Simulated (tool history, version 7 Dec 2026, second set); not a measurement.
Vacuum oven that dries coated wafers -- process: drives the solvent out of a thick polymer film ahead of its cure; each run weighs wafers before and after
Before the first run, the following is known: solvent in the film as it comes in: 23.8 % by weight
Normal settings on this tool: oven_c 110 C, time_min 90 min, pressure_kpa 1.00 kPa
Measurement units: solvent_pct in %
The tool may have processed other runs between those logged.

run 1 hour=0.0 | oven_c=110 time_min=90 pressure_kpa=1.00 | solvent_pct=3.55
run 2 hour=37.2 | oven_c=110 time_min=90 pressure_kpa=1.00 | solvent_pct=3.58
run 3 hour=82.2 | oven_c=110 time_min=90 pressure_kpa=1.00 | solvent_pct=3.63
run 4 hour=124.4 | oven_c=110 time_min=90 pressure_kpa=1.00 | solvent_pct=3.63
run 5 hour=161.1 | oven_c=110 time_min=119 pressure_kpa=1.00 | solvent_pct=2.57
run 6 hour=213.6 | oven_c=110 time_min=90 pressure_kpa=0.50 | solvent_pct=3.13
run 7 hour=258.7 | oven_c=110 time_min=90 pressure_kpa=1.00 | solvent_pct=3.78
run 8 hour=323.1 | oven_c=110 time_min=90 pressure_kpa=1.00 | solvent_pct=3.63
run 9 hour=384.3 | oven_c=110 time_min=114 pressure_kpa=0.66 | solvent_pct=2.43
run 10 hour=431.6 | oven_c=110 time_min=114 pressure_kpa=0.66 | solvent_pct=2.44
run 11 hour=459.9 | oven_c=108 time_min=92 pressure_kpa=2.83 | solvent_pct=6.19
-- hour=488.6 oven's thermocouples calibrated
run 12 hour=520.1 | oven_c=108 time_min=92 pressure_kpa=2.83 | solvent_pct=5.67
run 13 hour=572.5 | oven_c=108 time_min=92 pressure_kpa=2.83 | solvent_pct=5.69
run 14 hour=632.2 | oven_c=120 time_min=56 pressure_kpa=1.16 | solvent_pct=3.61
run 15 hour=696.9 | oven_c=100 time_min=93 pressure_kpa=0.61 | solvent_pct=5.80

A few steps of solvent_pct between consecutive runs. Split each: what settings, incoming material and random variation would produce without the hidden state, and what is left over for the hidden state, along with gauge scatter present in only one of the two compared results (measured, and without hidden state):
Unlogged tool condition in this case: true wafer temperature over the reading, C; true pressure over the reading, kPa; drift of the gauge itself on solvent_pct, %.
Run 10 -> 11: oven_c 110 -> 108, time_min 114 -> 92, pressure_kpa 0.66 -> 2.83. solvent_pct +3.75 %: hidden state +0.25, all else +3.50.
Run 11 -> 12: oven's thermocouples calibrated. solvent_pct -0.52 %: hidden state -0.45, all else -0.07.
